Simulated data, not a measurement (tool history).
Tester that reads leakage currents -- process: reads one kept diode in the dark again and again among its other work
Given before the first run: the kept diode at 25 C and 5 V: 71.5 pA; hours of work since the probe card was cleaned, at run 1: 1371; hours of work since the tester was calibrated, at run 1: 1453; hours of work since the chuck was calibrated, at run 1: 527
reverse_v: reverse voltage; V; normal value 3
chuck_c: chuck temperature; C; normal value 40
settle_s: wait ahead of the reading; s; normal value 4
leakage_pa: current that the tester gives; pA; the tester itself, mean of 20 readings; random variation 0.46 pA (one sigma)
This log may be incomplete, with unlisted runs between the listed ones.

run    hour  reverse_v  chuck_c  settle_s  hours of work since the probe card was cleaned  hours of work since the tester was calibrated  hours of work since the chuck was calibrated  leakage_pa
  1       0          3       40         4                                            1371                                           1453                                           527       153.4
  2    84.6          3       40         4                                            1425                                           1506                                           581      152.96
  3     149          3       40      0.87                                            1465                                           1547                                           622      152.95
  4   237.9          3       40      0.87                                            1522                                           1603                                           678      153.53
  5   346.3          3       40      0.87                                            1590                                           1672                                           746      153.67
  6   406.9       1.47       40         4                                            1629                                           1710                                           785      103.99
  7   510.8       1.47       40         4                                            1694                                           1776                                           850      104.98
  8   615.1       1.47       40         4                                            1760                                           1842                                           916       103.7
      659.8  -- probe card cleaned and baked
  9   672.5       1.47       40      2.55                                               8                                           1876                                           951      104.56
 10   770.6          3       40      2.68                                              70                                           1938                                          1013      152.99
 11   878.7          3       40      2.68                                             138                                           2007                                          1081      153.44
 12   944.9       2.08       40         4                                             180                                           2049                                          1123      124.96
 13   990.5       2.08       40         4                                             209                                           2077                                          1152      125.74
 14  1068.4          3       40      0.41                                             258                                           2127                                          1201      153.54
 15  1148.9          3       40      0.41                                             309                                           2178                                          1252      153.76
 16  1195.7          3       40      0.41                                             339                                           2207                                          1282       154.4
 17  1246.1       1.36       27      1.75                                             371                                           2239                                          1314       41.41
 18  1341.4       9.33       27      0.67                                             431                                           2299                                          1374      116.36
 19  1397.5       4.51       25      0.36                                             467                                           2335                                          1409       69.13
 20  1458.8       9.45       25      1.22                                             505                                           2374                                          1448      101.32
 21  1524.6       1.09       30      0.42                                             547                                           2415                                          1490       45.67
 22  1584.4       3.42       37         4                                             585                                           2453                                          1528      134.13
 23  1680.5      15.16       26         4                                             646                                           2514                                          1588      139.41
 24  1731.7       4.06       22      7.91                                             678                                           2546                                          1621       51.39
 25  1783.1       7.45       40      1.18                                             711                                           2579                                          1653      249.34
 26  1851.1       2.95       27      0.43                                             754                                           2622                                          1696       62.83
 27  1941.7       2.53       31      8.31                                             811                                           2679                                          1754       75.62
 28  2039.3       2.53       31      8.31                                             873                                           2741                                          1815       75.61
 29  2111.8       5.28       33      0.84                                             918                                           2787                                          1861      129.09
 30  2186.9          3       40      9.86                                             966                                           2834                                          1909      152.35
 31  2279.1       2.57       23      4.66                                            1024                                           2892                                          1967        43.5
 32  2387.3          5       41      1.98                                            1093                                           2961                                          2035      214.83

Each row is a separate what-if for the run after 32, all from the same tool condition, not one after another. Results?
  A  2458.5       8.79       31      1.94                                            1138                                           3006                                          2080           ?
  B  2458.5       2.71       41      1.98                                            1138                                           3006                                          2080           ?
  C  2458.5      15.87       40      0.35                                            1138                                           3006                                          2080           ?
  D  2458.5          5       41      0.89                                            1138                                           3006                                          2080           ?

run  leakage_pa
  A      148.08
  B      154.58
  C      375.84
  D      214.78
With the hidden condition removed and each run's random variation left untouched, the same runs would have given:
run  leakage_pa
  A      148.09
  B      154.76
  C      376.01
  D         215
